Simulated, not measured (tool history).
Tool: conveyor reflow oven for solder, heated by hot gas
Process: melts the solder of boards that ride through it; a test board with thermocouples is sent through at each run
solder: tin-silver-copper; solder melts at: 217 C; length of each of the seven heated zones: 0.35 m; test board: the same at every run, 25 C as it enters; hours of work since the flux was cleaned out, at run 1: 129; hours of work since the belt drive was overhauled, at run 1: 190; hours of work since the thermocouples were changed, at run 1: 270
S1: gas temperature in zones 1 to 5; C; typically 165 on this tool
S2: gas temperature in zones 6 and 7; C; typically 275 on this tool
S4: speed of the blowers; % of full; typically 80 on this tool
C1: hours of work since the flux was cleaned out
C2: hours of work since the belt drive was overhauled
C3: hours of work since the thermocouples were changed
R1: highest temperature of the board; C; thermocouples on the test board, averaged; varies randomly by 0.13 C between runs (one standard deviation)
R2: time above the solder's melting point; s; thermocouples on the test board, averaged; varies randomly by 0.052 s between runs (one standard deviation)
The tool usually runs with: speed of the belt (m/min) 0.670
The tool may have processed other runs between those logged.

{"run": 1, "hour": 0.0, "S1": 165, "S2": 275, "speed of the belt (m/min)": 0.67, "S4": 80, "C1": 129, "C2": 190, "C3": 270, "R1": 261.5, "R2": 50.13}
{"run": 2, "hour": 16.6, "S1": 165, "S2": 275, "speed of the belt (m/min)": 0.67, "S4": 80, "C1": 138, "C2": 200, "C3": 280, "R1": 261.5, "R2": 50.22}
{"run": 3, "hour": 29.3, "S1": 165, "S2": 275, "speed of the belt (m/min)": 0.67, "S4": 80, "C1": 146, "C2": 207, "C3": 287, "R1": 261.3, "R2": 50.24}
{"run": 4, "hour": 49.7, "S1": 165, "S2": 275, "speed of the belt (m/min)": 0.67, "S4": 80, "C1": 158, "C2": 219, "C3": 299, "R1": 261.3, "R2": 50.12}
{"run": 5, "hour": 61.0, "S1": 165, "S2": 275, "speed of the belt (m/min)": 0.67, "S4": 80, "C1": 164, "C2": 226, "C3": 306, "R1": 261.1, "R2": 49.99}
{"run": 6, "hour": 80.2, "S1": 165, "S2": 275, "speed of the belt (m/min)": 0.67, "S4": 80, "C1": 175, "C2": 237, "C3": 317, "R1": 261.1, "R2": 50.03}
{"run": 7, "hour": 89.8, "S1": 165, "S2": 275, "speed of the belt (m/min)": 0.67, "S4": 80, "C1": 181, "C2": 242, "C3": 323, "R1": 260.9, "R2": 49.95}
{"run": 8, "hour": 102.2, "S1": 165, "S2": 275, "speed of the belt (m/min)": 0.67, "S4": 80, "C1": 188, "C2": 250, "C3": 330, "R1": 260.9, "R2": 50.02}
{"run": 9, "hour": 114.9, "S1": 165, "S2": 275, "speed of the belt (m/min)": 0.569, "S4": 80, "C1": 196, "C2": 257, "C3": 337, "R1": 265.0, "R2": 61.78}
{"run": 10, "hour": 129.9, "S1": 165, "S2": 275, "speed of the belt (m/min)": 0.569, "S4": 80, "C1": 204, "C2": 266, "C3": 346, "R1": 265.3, "R2": 61.77}
{"run": 11, "hour": 140.3, "S1": 165, "S2": 275, "speed of the belt (m/min)": 0.67, "S4": 80, "C1": 210, "C2": 272, "C3": 352, "R1": 260.9, "R2": 49.87}
{"hour": 164.5, "done": "flux residue cleaned out of gas plates and filters"}
{"run": 12, "hour": 164.8, "S1": 165, "S2": 275, "speed of the belt (m/min)": 0.67, "S4": 80, "C1": 0, "C2": 283, "C3": 363, "R1": 260.2, "R2": 49.63}
{"run": 13, "hour": 177.6, "S1": 165, "S2": 275, "speed of the belt (m/min)": 0.67, "S4": 80, "C1": 8, "C2": 291, "C3": 371, "R1": 260.5, "R2": 49.61}
{"run": 14, "hour": 197.0, "S1": 165, "S2": 275, "speed of the belt (m/min)": 0.67, "S4": 80, "C1": 19, "C2": 302, "C3": 382, "R1": 260.3, "R2": 49.48}
{"hour": 206.6, "done": "flux residue cleaned out of gas plates and filters, once more"}
{"run": 15, "hour": 216.8, "S1": 165, "S2": 275, "speed of the belt (m/min)": 0.67, "S4": 80, "C1": 6, "C2": 310, "C3": 391, "R1": 261.9, "R2": 50.62}
{"run": 16, "hour": 236.7, "S1": 165, "S2": 275, "speed of the belt (m/min)": 0.67, "S4": 80, "C1": 18, "C2": 322, "C3": 402, "R1": 261.6, "R2": 50.51}
{"run": 17, "hour": 253.1, "S1": 165, "S2": 275, "speed of the belt (m/min)": 0.67, "S4": 80, "C1": 27, "C2": 332, "C3": 412, "R1": 261.9, "R2": 50.36}
{"run": 18, "hour": 273.0, "S1": 179, "S2": 274, "speed of the belt (m/min)": 0.624, "S4": 83, "C1": 39, "C2": 343, "C3": 423, "R1": 264.3, "R2": 59.39}
{"run": 19, "hour": 287.4, "S1": 165, "S2": 274, "speed of the belt (m/min)": 0.646, "S4": 62, "C1": 47, "C2": 352, "C3": 432, "R1": 259.2, "R2": 50.79}
{"run": 20, "hour": 307.5, "S1": 165, "S2": 288, "speed of the belt (m/min)": 0.67, "S4": 80, "C1": 59, "C2": 363, "C3": 443, "R1": 273.5, "R2": 54.88}
{"run": 21, "hour": 326.4, "S1": 165, "S2": 288, "speed of the belt (m/min)": 0.67, "S4": 80, "C1": 70, "C2": 374, "C3": 454, "R1": 273.4, "R2": 54.85}
{"run": 22, "hour": 338.0, "S1": 173, "S2": 266, "speed of the belt (m/min)": 0.561, "S4": 89, "C1": 76, "C2": 381, "C3": 461, "R1": 258.4, "R2": 62.52}
{"run": 23, "hour": 354.3, "S1": 154, "S2": 265, "speed of the belt (m/min)": 0.67, "S4": 55, "C1": 86, "C2": 390, "C3": 471, "R1": 246.4, "R2": 38.65}
{"run": 24, "hour": 373.0, "S1": 165, "S2": 275, "speed of the belt (m/min)": 0.67, "S4": 78, "C1": 97, "C2": 401, "C3": 481, "R1": 261.2, "R2": 49.88}
{"run": 25, "hour": 391.3, "S1": 154, "S2": 287, "speed of the belt (m/min)": 0.561, "S4": 72, "C1": 107, "C2": 412, "C3": 492, "R1": 275.4, "R2": 64.14}
{"run": 26, "hour": 400.9, "S1": 154, "S2": 271, "speed of the belt (m/min)": 0.678, "S4": 72, "C1": 113, "C2": 418, "C3": 498, "R1": 254.4, "R2": 43.53}
{"run": 27, "hour": 418.6, "S1": 175, "S2": 282, "speed of the belt (m/min)": 0.63, "S4": 80, "C1": 123, "C2": 428, "C3": 508, "R1": 270.3, "R2": 59.82}
{"run": 28, "hour": 438.9, "S1": 168, "S2": 267, "speed of the belt (m/min)": 0.655, "S4": 61, "C1": 135, "C2": 440, "C3": 520, "R1": 252.0, "R2": 46.94}
{"run": 29, "hour": 454.7, "S1": 176, "S2": 267, "speed of the belt (m/min)": 0.622, "S4": 61, "C1": 144, "C2": 449, "C3": 529, "R1": 254.5, "R2": 53.65}
{"run": 30, "hour": 466.8, "S1": 176, "S2": 267, "speed of the belt (m/min)": 0.622, "S4": 61, "C1": 151, "C2": 456, "C3": 536, "R1": 254.2, "R2": 53.55}
{"run": 31, "hour": 475.7, "S1": 176, "S2": 269, "speed of the belt (m/min)": 0.638, "S4": 89, "C1": 157, "C2": 461, "C3": 541, "R1": 258.5, "R2": 54.94}

Entry by entry between the runs, the difference in hidden state between the last listed run before and the first listed run after:
In the gap between runs 11 and 12: flux residue cleaned out of gas plates and filters (hour 164.5)
  heat that the gas passes to the board, % of a clean oven's: 93.8 -> 92.5; belt's true speed, % of the reading: 99.78 -> 99.77; true gas temperature in zones 6 and 7 over the reading, C: -1.1 -> -1.14
  the result without the hidden state subtracted from the measured one, R1: -2.3 -> -2.7 C; R2: -1.15 -> -1.37 s
In the gap between runs 14 and 15: flux residue cleaned out of gas plates and filters, once more (hour 206.6)
  heat that the gas passes to the board, % of a clean oven's: 92 -> 99.2; belt's true speed, % of the reading: 99.75 -> 99.74; true gas temperature in zones 6 and 7 over the reading, C: -1.19 -> -1.22
  the result without the hidden state subtracted from the measured one, R1: -2.9 -> -1.3 C; R2: -1.45 -> -0.39 s
